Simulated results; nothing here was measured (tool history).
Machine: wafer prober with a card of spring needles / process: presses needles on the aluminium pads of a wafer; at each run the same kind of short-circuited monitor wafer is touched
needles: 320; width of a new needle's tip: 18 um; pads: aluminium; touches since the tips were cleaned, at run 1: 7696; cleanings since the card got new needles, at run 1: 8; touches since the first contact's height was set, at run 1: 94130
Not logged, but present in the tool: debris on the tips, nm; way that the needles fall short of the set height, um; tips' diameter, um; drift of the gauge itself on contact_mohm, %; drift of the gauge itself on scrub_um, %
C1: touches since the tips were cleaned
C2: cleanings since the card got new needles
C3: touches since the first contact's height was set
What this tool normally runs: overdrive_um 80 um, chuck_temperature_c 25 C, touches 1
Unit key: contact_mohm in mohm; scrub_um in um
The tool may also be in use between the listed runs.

Run 1, day 0: usual settings; C1 7696; C2 8; C3 94130. Result: contact_mohm 225 mohm, scrub_um 19.23 um.
At day 0.192: tips cleaned on abrasive film.
Run 2, day 0.246: usual settings; C1 357; C2 9; C3 95803. Result: contact_mohm 228 mohm, scrub_um 19.24 um.
Run 3, day 0.425: usual settings but chuck_temperature_c 33 C; C1 1625; C2 9; C3 97071. Result: contact_mohm 231 mohm, scrub_um 19.26 um.
Run 4, day 0.608: usual settings but chuck_temperature_c 40 C; C1 2878; C2 9; C3 98324. Result: contact_mohm 229 mohm, scrub_um 19.23 um.
Run 5, day 0.817: usual settings but chuck_temperature_c 40 C; C1 4341; C2 9; C3 99787. Result: contact_mohm 229 mohm, scrub_um 19.18 um.
Run 6, day 1.096: usual settings but chuck_temperature_c 40 C; C1 6286; C2 9; C3 101732. Result: contact_mohm 233 mohm, scrub_um 19.1 um.
Run 7, day 1.292: usual settings but chuck_temperature_c 40 C; C1 7658; C2 9; C3 103104. Result: contact_mohm 231 mohm, scrub_um 19.11 um.
At day 1.496: tips cleaned on abrasive film.
Run 8, day 1.512: usual settings but chuck_temperature_c 40 C; C1 106; C2 10; C3 104593. Result: contact_mohm 232 mohm, scrub_um 19.02 um.
Run 9, day 1.788: usual settings but chuck_temperature_c 40 C; C1 2043; C2 10; C3 106530. Result: contact_mohm 230 mohm, scrub_um 19.02 um.
Run 10, day 2.067: usual settings but touches 2; C1 3966; C2 10; C3 108453. Result: contact_mohm 224 mohm, scrub_um 19.04 um.
Run 11, day 2.308: usual settings but touches 2; C1 5645; C2 10; C3 110132. Result: contact_mohm 225 mohm, scrub_um 19.02 um.
Run 12, day 2.588: usual settings but touches 2; C1 7602; C2 10; C3 112089. Result: contact_mohm 227 mohm, scrub_um 18.98 um.
At day 2.796: tips cleaned on abrasive film.
Run 13, day 2.9: usual settings; C1 742; C2 11; C3 114235. Result: contact_mohm 227 mohm, scrub_um 18.9 um.
Run 14, day 3.267: usual settings; C1 3279; C2 11; C3 116772. Result: contact_mohm 228 mohm, scrub_um 18.9 um.
Run 15, day 3.533: usual settings; C1 5138; C2 11; C3 118631. Result: contact_mohm 226 mohm, scrub_um 18.85 um.
At day 3.558: gauge calibrated.
Run 16, day 3.908: usual settings; C1 7757; C2 11; C3 121250. Result: contact_mohm 225 mohm, scrub_um 19.23 um.
At day 4.112: tips cleaned on abrasive film.
Run 17, day 4.154: usual settings but chuck_temperature_c 37 C; C1 275; C2 12; C3 122928. Result: contact_mohm 225 mohm, scrub_um 19.2 um.
Run 18, day 4.504: usual settings but chuck_temperature_c 37 C; C1 2725; C2 12; C3 125378. Result: contact_mohm 233 mohm, scrub_um 19.14 um.
Run 19, day 4.883: usual settings but overdrive_um 68 um, chuck_temperature_c 56 C; C1 5349; C2 12; C3 128002. Result: contact_mohm 237 mohm, scrub_um 16.24 um.
Run 20, day 5.225: usual settings but overdrive_um 68 um, chuck_temperature_c 56 C; C1 7734; C2 12; C3 130387. Result: contact_mohm 236 mohm, scrub_um 16.21 um.
At day 5.425: tips cleaned on abrasive film.
Run 21, day 5.608: usual settings but overdrive_um 90 um, chuck_temperature_c 41 C; C1 1290; C2 13; C3 133030. Result: contact_mohm 226 mohm, scrub_um 21.4 um.
Run 22, day 5.858: usual settings but chuck_temperature_c 97 C; C1 3037; C2 13; C3 134777. Result: contact_mohm 240 mohm, scrub_um 19 um.
Run 23, day 6.179: usual settings but chuck_temperature_c 83 C; C1 5250; C2 13; C3 136990. Result: contact_mohm 236 mohm, scrub_um 18.97 um.
Run 24, day 6.479: usual settings but chuck_temperature_c 83 C; C1 7351; C2 13; C3 139091. Result: contact_mohm 239 mohm, scrub_um 18.9 um.
Run 25, day 6.696: usual settings but overdrive_um 62 um, chuck_temperature_c 27 C, touches 3; C1 8856; C2 13; C3 140596. Result: contact_mohm 226 mohm, scrub_um 14.57 um.
At day 6.738: tips cleaned on abrasive film.
Run 26, day 6.946: usual settings but overdrive_um 98 um, chuck_temperature_c 42 C; C1 1446; C2 14; C3 142300. Result: contact_mohm 228 mohm, scrub_um 23.11 um.
Run 27, day 7.312: usual settings but overdrive_um 74 um, chuck_temperature_c 75 C; C1 3996; C2 14; C3 144850. Result: contact_mohm 239 mohm, scrub_um 17.41 um.
Run 28, day 7.688: usual settings but overdrive_um 74 um, chuck_temperature_c 75 C; C1 6616; C2 14; C3 147470. Result: contact_mohm 243 mohm, scrub_um 17.38 um.
Run 29, day 8.012: usual settings but overdrive_um 74 um, chuck_temperature_c 120 C; C1 8885; C2 14; C3 149739. Result: contact_mohm 249 mohm, scrub_um 17.36 um.
At day 8.054: tips cleaned on abrasive film.
Run 30, day 8.371: usual settings but overdrive_um 85 um; C1 2216; C2 15; C3 152211. Result: contact_mohm 225 mohm, scrub_um 19.9 um.
Run 31, day 8.658: usual settings but overdrive_um 85 um; C1 4213; C2 15; C3 154208. Result: contact_mohm 226 mohm, scrub_um 19.76 um.
Run 32, day 8.917: usual settings but chuck_temperature_c 34 C; C1 5990; C2 15; C3 155985. Result: contact_mohm 230 mohm, scrub_um 18.6 um.
Run 33, day 9.242: usual settings but overdrive_um 96 um, chuck_temperature_c 48 C; C1 8275; C2 15; C3 158270. Result: contact_mohm 229 mohm, scrub_um 22.35 um.
At day 9.371: tips cleaned on abrasive film.
Run 34, day 9.638: usual settings but overdrive_um 89 um, chuck_temperature_c 48 C, touches 2; C1 1868; C2 16; C3 160995. Result: contact_mohm 227 mohm, scrub_um 20.65 um.
Run 35, day 10.038: usual settings but overdrive_um 89 um, chuck_temperature_c 48 C, touches 2; C1 4633; C2 16; C3 163760. Result: contact_mohm 230 mohm, scrub_um 20.53 um.

3 ways to go on from here, each from the tool as it stands after run 35. What would each give?
Run A, day 10.212: usual settings but overdrive_um 78 um, chuck_temperature_c 83 C; C1 5855; C2 16; C3 164982. Result: contact_mohm ?, scrub_um ?.
Run B, day 10.212: usual settings but overdrive_um 66 um, chuck_temperature_c 95 C; C1 5855; C2 16; C3 164982. Result: contact_mohm ?, scrub_um ?.
Run C, day 10.212: usual settings but overdrive_um 89 um, chuck_temperature_c 50 C, touches 2; C1 5855; C2 16; C3 164982. Result: contact_mohm ?, scrub_um ?.

run  contact_mohm  scrub_um
  A           240     18.02
  B           248     15.27
  C           231     20.47
Take away the tool's hidden state, keep each run's random variation, and the runs would have read:
run  contact_mohm  scrub_um
  A           239     18.78
  B           247     15.91
  C           231     21.33

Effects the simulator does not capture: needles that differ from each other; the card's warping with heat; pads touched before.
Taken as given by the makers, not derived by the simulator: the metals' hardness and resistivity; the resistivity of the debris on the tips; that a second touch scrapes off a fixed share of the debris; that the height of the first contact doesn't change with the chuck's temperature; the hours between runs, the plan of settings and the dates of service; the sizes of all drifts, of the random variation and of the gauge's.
